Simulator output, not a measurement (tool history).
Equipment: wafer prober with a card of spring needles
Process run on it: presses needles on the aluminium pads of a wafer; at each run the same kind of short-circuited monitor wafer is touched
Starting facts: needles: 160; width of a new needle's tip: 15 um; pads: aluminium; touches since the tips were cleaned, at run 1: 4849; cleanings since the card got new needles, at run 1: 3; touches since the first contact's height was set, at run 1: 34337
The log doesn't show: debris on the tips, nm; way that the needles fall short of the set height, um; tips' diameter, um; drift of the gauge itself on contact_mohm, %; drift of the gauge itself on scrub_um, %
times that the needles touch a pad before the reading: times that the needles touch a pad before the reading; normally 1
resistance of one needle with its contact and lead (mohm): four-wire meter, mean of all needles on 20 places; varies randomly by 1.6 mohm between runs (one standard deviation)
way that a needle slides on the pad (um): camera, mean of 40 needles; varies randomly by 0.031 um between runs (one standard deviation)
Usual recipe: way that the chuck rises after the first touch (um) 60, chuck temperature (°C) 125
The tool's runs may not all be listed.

run	day	way that the chuck rises after the first touch (um)	chuck temperature (°C)	times that the needles touch a pad before the reading	touches since the tips were cleaned	cleanings since the card got new needles	touches since the first contact's height was set	resistance of one needle with its contact and lead (mohm)	way that a needle slides on the pad (um)
1	0	60	125	1	4849	3	34337	154	14.62
# day 0.296: tips cleaned on abrasive film
2	0.429	60	74	1	1858	4	40219	147	14.57
3	0.829	60	125	1	7337	4	45698	154	14.56
# day 0.933: tips cleaned on abrasive film
4	1.038	60	125	1	1463	5	48540	152	14.57
5	1.238	60	57	1	4244	5	51321	145	14.57
6	1.446	60	125	1	7082	5	54159	153	14.54
# day 1.583: tips cleaned on abrasive film
7	1.704	60	125	1	1671	6	57692	156	14.54
8	2.004	60	125	1	5804	6	61825	151	14.55
9	2.196	60	122	1	8460	6	64481	155	14.5
# day 2.242: tips cleaned on abrasive film
10	2.617	60	122	1	5174	7	70197	154	14.54
11	2.812	60	125	1	7870	7	72893	155	14.45
# day 2.871: tips cleaned on abrasive film
12	3.038	60	125	1	2335	8	75964	157	14.52
13	3.238	60	125	1	5097	8	78726	154	14.54
# day 3.5: tips cleaned on abrasive film
14	3.567	60	125	1	895	9	83171	152	14.51
15	3.842	60	125	1	4706	9	86982	155	14.53
# day 4.154: tips cleaned on abrasive film
16	4.267	60	125	3	1560	10	92786	153	14.47
17	4.454	60	125	1	4155	10	95381	155	14.49
# day 4.8: tips cleaned on abrasive film
18	4.892	61	36	2	1291	11	101376	138	14.72
19	5.108	61	36	2	4256	11	104341	140	14.7
# day 5.425: tips cleaned on abrasive film
20	5.446	61	36	2	263	12	108937	140	14.74

Predict the results of run 21:
21	5.712	60	125	1	3930	12	112604	?	?

{"run 21": {"resistance of one needle with its contact and lead (mohm)": 155, "way that a needle slides on the pad (um)": 14.49}}
With the hidden condition absent and the run-to-run variation left alone, this run would have shown resistance of one needle with its contact and lead (mohm) 155, way that a needle slides on the pad (um) 14.64.

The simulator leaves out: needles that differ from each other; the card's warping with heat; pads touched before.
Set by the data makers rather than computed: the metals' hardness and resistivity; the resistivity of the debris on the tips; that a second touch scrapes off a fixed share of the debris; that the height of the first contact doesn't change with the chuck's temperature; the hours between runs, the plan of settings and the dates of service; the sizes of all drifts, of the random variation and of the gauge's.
